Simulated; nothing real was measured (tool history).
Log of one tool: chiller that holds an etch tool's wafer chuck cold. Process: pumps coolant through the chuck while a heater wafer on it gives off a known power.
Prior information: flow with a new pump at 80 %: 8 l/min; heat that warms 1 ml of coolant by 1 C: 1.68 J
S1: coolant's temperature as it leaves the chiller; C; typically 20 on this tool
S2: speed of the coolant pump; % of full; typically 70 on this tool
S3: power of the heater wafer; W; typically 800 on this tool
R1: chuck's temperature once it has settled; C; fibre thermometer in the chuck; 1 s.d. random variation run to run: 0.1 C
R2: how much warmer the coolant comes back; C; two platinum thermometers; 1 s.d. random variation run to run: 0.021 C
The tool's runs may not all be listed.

{"run": 1, "hour": 0.0, "S1": 20, "S2": 70, "S3": 800, "R1": 26.8, "R2": 4.12}
{"run": 2, "hour": 33.1, "S1": 20, "S2": 70, "S3": 800, "R1": 26.7, "R2": 4.15}
{"run": 3, "hour": 71.9, "S1": 20, "S2": 70, "S3": 800, "R1": 26.9, "R2": 4.14}
{"run": 4, "hour": 104.5, "S1": 20, "S2": 84, "S3": 800, "R1": 26.1, "R2": 3.4}
{"run": 5, "hour": 139.1, "S1": 20, "S2": 84, "S3": 800, "R1": 26, "R2": 3.41}
{"run": 6, "hour": 174.2, "S1": 12, "S2": 70, "S3": 800, "R1": 18.9, "R2": 4.14}
{"run": 7, "hour": 192.2, "S1": 12, "S2": 70, "S3": 800, "R1": 18.6, "R2": 4.13}
{"run": 8, "hour": 232.7, "S1": 12, "S2": 70, "S3": 800, "R1": 18.8, "R2": 4.15}
{"run": 9, "hour": 255.0, "S1": 12, "S2": 70, "S3": 895, "R1": 19.6, "R2": 4.64}
{"run": 10, "hour": 287.3, "S1": 12, "S2": 77, "S3": 895, "R1": 19.3, "R2": 4.16}
{"hour": 308.2, "done": "chiller's thermometer calibrated"}
{"run": 11, "hour": 322.6, "S1": 12, "S2": 77, "S3": 895, "R1": 19.1, "R2": 4.17}
{"run": 12, "hour": 351.7, "S1": 12, "S2": 77, "S3": 895, "R1": 19.2, "R2": 4.17}
{"run": 13, "hour": 372.2, "S1": 12, "S2": 77, "S3": 895, "R1": 19.2, "R2": 4.18}
{"run": 14, "hour": 409.0, "S1": 20, "S2": 61, "S3": 1190, "R1": 31.2, "R2": 7.19}
{"run": 15, "hour": 435.2, "S1": 28, "S2": 70, "S3": 673, "R1": 33.7, "R2": 3.53}
{"run": 16, "hour": 467.5, "S1": 28, "S2": 79, "S3": 599, "R1": 32.6, "R2": 2.71}
{"run": 17, "hour": 495.1, "S1": 28, "S2": 79, "S3": 599, "R1": 32.5, "R2": 2.72}
{"run": 18, "hour": 530.8, "S1": 19, "S2": 70, "S3": 539, "R1": 23.6, "R2": 2.78}

Here are 3 independent what-if runs from the current tool condition. What would each one return?
{"run": "A", "hour": 565.0, "S1": 19, "S2": 81, "S3": 560, "R1": "?", "R2": "?"}
{"run": "B", "hour": 565.0, "S1": 20, "S2": 70, "S3": 914, "R1": "?", "R2": "?"}
{"run": "C", "hour": 565.0, "S1": 20, "S2": 87, "S3": 404, "R1": "?", "R2": "?"}

run=A R1=23.4 R2=2.45
run=B R1=27.8 R2=4.75
run=C R1=23 R2=1.64
What these runs would have given with no unlogged condition in the tool:
run=A R1=23.4 R2=2.45
run=B R1=27.8 R2=4.75
run=C R1=23 R2=1.64

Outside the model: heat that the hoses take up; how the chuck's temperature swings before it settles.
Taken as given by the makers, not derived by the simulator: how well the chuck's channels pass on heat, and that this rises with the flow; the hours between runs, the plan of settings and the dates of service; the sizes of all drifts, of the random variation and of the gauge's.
